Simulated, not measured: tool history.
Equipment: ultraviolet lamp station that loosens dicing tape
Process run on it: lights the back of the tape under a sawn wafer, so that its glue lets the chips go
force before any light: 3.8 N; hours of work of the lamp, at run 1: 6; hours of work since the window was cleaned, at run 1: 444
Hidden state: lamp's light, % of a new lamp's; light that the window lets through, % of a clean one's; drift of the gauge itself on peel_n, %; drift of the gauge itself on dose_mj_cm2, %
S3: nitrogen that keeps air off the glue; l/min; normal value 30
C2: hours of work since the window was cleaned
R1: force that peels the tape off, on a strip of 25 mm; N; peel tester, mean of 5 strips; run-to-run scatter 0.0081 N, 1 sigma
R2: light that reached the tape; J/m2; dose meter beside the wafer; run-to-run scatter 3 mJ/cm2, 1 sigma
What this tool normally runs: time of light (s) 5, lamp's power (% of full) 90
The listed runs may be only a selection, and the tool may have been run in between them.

run 1 hour=0 | time_of_light_(s)=5 lamp's_power_(%_of_full)=90 S3=30 | hours_of_work_of_the_lamp=6 C2=444 | R1=0.315 R2=4610
run 2 hour=21.9 | time_of_light_(s)=5 lamp's_power_(%_of_full)=90 S3=30 | hours_of_work_of_the_lamp=23 C2=460 | R1=0.316 R2=4590
run 3 hour=36.7 | time_of_light_(s)=5 lamp's_power_(%_of_full)=90 S3=30 | hours_of_work_of_the_lamp=34 C2=471 | R1=0.32 R2=4560
run 4 hour=52.8 | time_of_light_(s)=5 lamp's_power_(%_of_full)=80 S3=30 | hours_of_work_of_the_lamp=46 C2=484 | R1=0.395 R2=4120
run 5 hour=67.4 | time_of_light_(s)=5 lamp's_power_(%_of_full)=80 S3=30 | hours_of_work_of_the_lamp=57 C2=495 | R1=0.398 R2=4070
run 6 hour=76.9 | time_of_light_(s)=5 lamp's_power_(%_of_full)=80 S3=30 | hours_of_work_of_the_lamp=64 C2=502 | R1=0.394 R2=4080
run 7 hour=91.7 | time_of_light_(s)=4 lamp's_power_(%_of_full)=80 S3=30 | hours_of_work_of_the_lamp=75 C2=513 | R1=0.536 R2=3240
run 8 hour=111.9 | time_of_light_(s)=4 lamp's_power_(%_of_full)=80 S3=30 | hours_of_work_of_the_lamp=91 C2=528 | R1=0.558 R2=3320
run 9 hour=134.6 | time_of_light_(s)=5 lamp's_power_(%_of_full)=90 S3=30 | hours_of_work_of_the_lamp=108 C2=545 | R1=0.315 R2=4600
run 10 hour=149.1 | time_of_light_(s)=5 lamp's_power_(%_of_full)=90 S3=49 | hours_of_work_of_the_lamp=119 C2=556 | R1=0.264 R2=4540
run 11 hour=169.5 | time_of_light_(s)=5 lamp's_power_(%_of_full)=90 S3=30 | hours_of_work_of_the_lamp=134 C2=572 | R1=0.315 R2=4630
run 12 hour=191.1 | time_of_light_(s)=5 lamp's_power_(%_of_full)=90 S3=30 | hours_of_work_of_the_lamp=151 C2=588 | R1=0.323 R2=4580
run 13 hour=210.8 | time_of_light_(s)=5 lamp's_power_(%_of_full)=62 S3=30 | hours_of_work_of_the_lamp=166 C2=603 | R1=0.594 R2=3140
run 14 hour=227.2 | time_of_light_(s)=5 lamp's_power_(%_of_full)=62 S3=30 | hours_of_work_of_the_lamp=178 C2=616 | R1=0.589 R2=3200
run 15 hour=242.6 | time_of_light_(s)=3 lamp's_power_(%_of_full)=62 S3=12 | hours_of_work_of_the_lamp=190 C2=627 | R1=1.593 R2=1880
run 16 hour=251.8 | time_of_light_(s)=6 lamp's_power_(%_of_full)=64 S3=20 | hours_of_work_of_the_lamp=197 C2=634 | R1=0.526 R2=3940
run 17 hour=264.8 | time_of_light_(s)=5 lamp's_power_(%_of_full)=97 S3=10 | hours_of_work_of_the_lamp=207 C2=644 | R1=0.51 R2=4930
run 18 hour=279.3 | time_of_light_(s)=5 lamp's_power_(%_of_full)=97 S3=10 | hours_of_work_of_the_lamp=218 C2=655 | R1=0.514 R2=4910
run 19 hour=294.1 | time_of_light_(s)=3 lamp's_power_(%_of_full)=78 S3=27 | hours_of_work_of_the_lamp=229 C2=666 | R1=0.943 R2=2430
run 20 hour=314 | time_of_light_(s)=3 lamp's_power_(%_of_full)=78 S3=27 | hours_of_work_of_the_lamp=244 C2=681 | R1=0.929 R2=2370
run 21 hour=330.3 | time_of_light_(s)=8 lamp's_power_(%_of_full)=87 S3=30 | hours_of_work_of_the_lamp=256 C2=694 | R1=0.185 R2=7100
-- hour=336.6 window cleaned of glue's vapour
run 22 hour=345.7 | time_of_light_(s)=8 lamp's_power_(%_of_full)=87 S3=30 | hours_of_work_of_the_lamp=268 C2=7 | R1=0.18 R2=7130

What differs in the tool's unlogged condition from the final listed run ahead of each entry between runs to the first listed run following it?
Run 21 -> run 22: window cleaned of glue's vapour (hour 336.6)
  light that the window lets through, % of a clean one's: 99.9 -> 100
